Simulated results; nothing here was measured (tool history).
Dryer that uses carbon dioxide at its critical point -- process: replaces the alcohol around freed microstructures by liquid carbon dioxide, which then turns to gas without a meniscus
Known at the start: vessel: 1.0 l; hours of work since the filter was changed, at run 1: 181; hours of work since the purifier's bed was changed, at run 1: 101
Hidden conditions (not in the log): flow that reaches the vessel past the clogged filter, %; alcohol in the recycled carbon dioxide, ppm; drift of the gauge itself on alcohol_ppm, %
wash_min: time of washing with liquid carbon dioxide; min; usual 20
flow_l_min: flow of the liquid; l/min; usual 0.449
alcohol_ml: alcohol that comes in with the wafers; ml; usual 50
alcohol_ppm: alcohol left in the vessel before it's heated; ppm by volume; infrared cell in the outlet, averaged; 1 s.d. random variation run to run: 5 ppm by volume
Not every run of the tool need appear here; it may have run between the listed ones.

run   hour  wash_min  flow_l_min  alcohol_ml  hours of work since the filter was changed  hours of work since the purifier's bed was changed  alcohol_ppm
  1    0.0        20       0.449          50                                         181                                                 101           71
  2   17.3        20       0.449          50                                         194                                                 114           89
  3   27.8        20       0.449          50                                         203                                                 123           91
      35.0  -- inlet filter changed
  4   42.5        17       0.449          50                                           6                                                 133           88
  5   55.3        17       0.449          50                                          16                                                 143           94
  6   68.0        20       0.449          50                                          26                                                 153           45
  7   79.1        20       0.449          50                                          34                                                 162           37
  8   92.4        20       0.449          50                                          44                                                 172           40
  9  108.3        20       0.449          26                                          57                                                 184           42
 10  124.2        20       0.449          26                                          69                                                 196           41
 11  142.7        20       0.718          50                                          83                                                 211           19
 12  154.8        20       0.718          50                                          93                                                 220           18
 13  167.3        20       0.449          50                                         102                                                 230           57
 14  184.4        20       0.574          50                                         116                                                 243           21
 15  198.4        20       0.574          50                                         126                                                 254           24
 16  214.4        20       0.574          50                                         139                                                 266           29
 17  225.1        20       0.574          50                                         147                                                 274           27
 18  235.4        20       0.449          65                                         155                                                 282           88
 19  250.3        23       0.449          65                                         166                                                 294           48
 20  266.8        20       0.449          50                                         179                                                 307           84
 21  280.1        20       0.449          50                                         190                                                 317           97
 22  291.5        20       0.449          50                                         198                                                 326          103
     304.4  -- inlet filter changed
 23  309.8        20       0.449          50                                           4                                                 339           43
 24  322.8        20       0.449          50                                          14                                                 349           49
 25  334.1        14       0.459          67                                          23                                                 358          323
 26  342.0        20       0.654          52                                          29                                                 364           29
 27  351.3        20       0.654          52                                          36                                                 371           30
 28  367.3        24       0.449          50                                          49                                                 384           36
 29  382.7        24       0.289          34                                          61                                                 396          146
 30  394.1        13       0.449          44                                          69                                                 404          413
 31  403.3        13       0.449          44                                          77                                                 412          415
 32  412.9        13       0.449          44                                          84                                                 419          436
 33  424.4        23       0.449          24                                          93                                                 428           31
 34  441.7        30       0.449          50                                         106                                                 441           36
 35  459.2        17       0.449          30                                         120                                                 455          108
 36  468.4        20       0.474          25                                         127                                                 462           57

Run 37 has not been measured yet. What should we expect?
 37  482.3        29       0.691         100                                         138                                                 473            ?

{"run 37": {"alcohol_ppm": 30}}
Without the tool's hidden state the same run would have given alcohol_ppm 1 ppm by volume.
